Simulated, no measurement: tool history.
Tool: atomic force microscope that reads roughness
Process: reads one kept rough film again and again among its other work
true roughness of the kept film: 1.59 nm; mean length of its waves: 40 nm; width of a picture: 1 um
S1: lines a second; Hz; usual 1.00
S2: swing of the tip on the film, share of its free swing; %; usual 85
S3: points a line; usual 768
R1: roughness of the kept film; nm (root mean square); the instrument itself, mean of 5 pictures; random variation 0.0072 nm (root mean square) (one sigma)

Run 1, hour 0.0: usual settings. Result: R1 1.515 nm (root mean square).
Run 2, hour 26.8: usual settings but S3 886. Result: R1 1.452 nm (root mean square).
At hour 34.5: new tip fitted.
Run 3, hour 64.2: usual settings but S3 886. Result: R1 1.451 nm (root mean square).
At hour 69.8: new tip fitted.
Run 4, hour 97.9: usual settings but S3 886. Result: R1 1.450 nm (root mean square).
At hour 101.3: height scale calibrated on a step standard.
At hour 105.9: new tip fitted.
Run 5, hour 127.1: usual settings. Result: R1 1.474 nm (root mean square).
At hour 140.4: new tip fitted.
Run 6, hour 146.8: usual settings but S1 1.19 Hz, S2 57 %. Result: R1 1.546 nm (root mean square).
At hour 176.2: new tip fitted.
Run 7, hour 176.7: usual settings but S3 703. Result: R1 1.513 nm (root mean square).
Run 8, hour 210.0: usual settings but S1 1.21 Hz, S3 703. Result: R1 1.434 nm (root mean square).
At hour 212.8: new tip fitted.
Run 9, hour 241.4: usual settings but S1 3.94 Hz, S2 64 %, S3 817. Result: R1 1.455 nm (root mean square).
At hour 250.3: new tip fitted.
Run 10, hour 268.6: usual settings but S1 0.89 Hz, S2 71 %. Result: R1 1.510 nm (root mean square).

5 ways to go on from here, each from the tool as it stands after run 10. What would each give?
At hour 285.9: new tip fitted.
At hour 292.9: height scale calibrated on a step standard, once more.
Run A, hour 296.4: usual settings but S1 1.60 Hz, S2 71 %. Result: R1 ?.
At hour 285.9: new tip fitted.
At hour 292.9: height scale calibrated on a step standard, once more.
Run B, hour 296.4: usual settings but S1 1.22 Hz, S2 75 %, S3 830. Result: R1 ?.
At hour 285.9: new tip fitted.
At hour 292.9: height scale calibrated on a step standard, once more.
Run C, hour 296.4: usual settings but S1 2.78 Hz, S2 61 %, S3 404. Result: R1 ?.
At hour 285.9: new tip fitted.
At hour 292.9: height scale calibrated on a step standard, once more.
Run D, hour 296.4: usual settings but S1 0.84 Hz, S2 58 %, S3 1004. Result: R1 ?.
At hour 285.9: new tip fitted.
At hour 292.9: height scale calibrated on a step standard, once more.
Run E, hour 296.4: usual settings but S2 55 %. Result: R1 ?.

run     R1
  A  1.488
  B  1.501
  C  1.504
  D  1.528
  E  1.533
Without the tool's hidden state the same runs would have given:
run     R1
  A  1.508
  B  1.521
  C  1.524
  D  1.548
  E  1.553
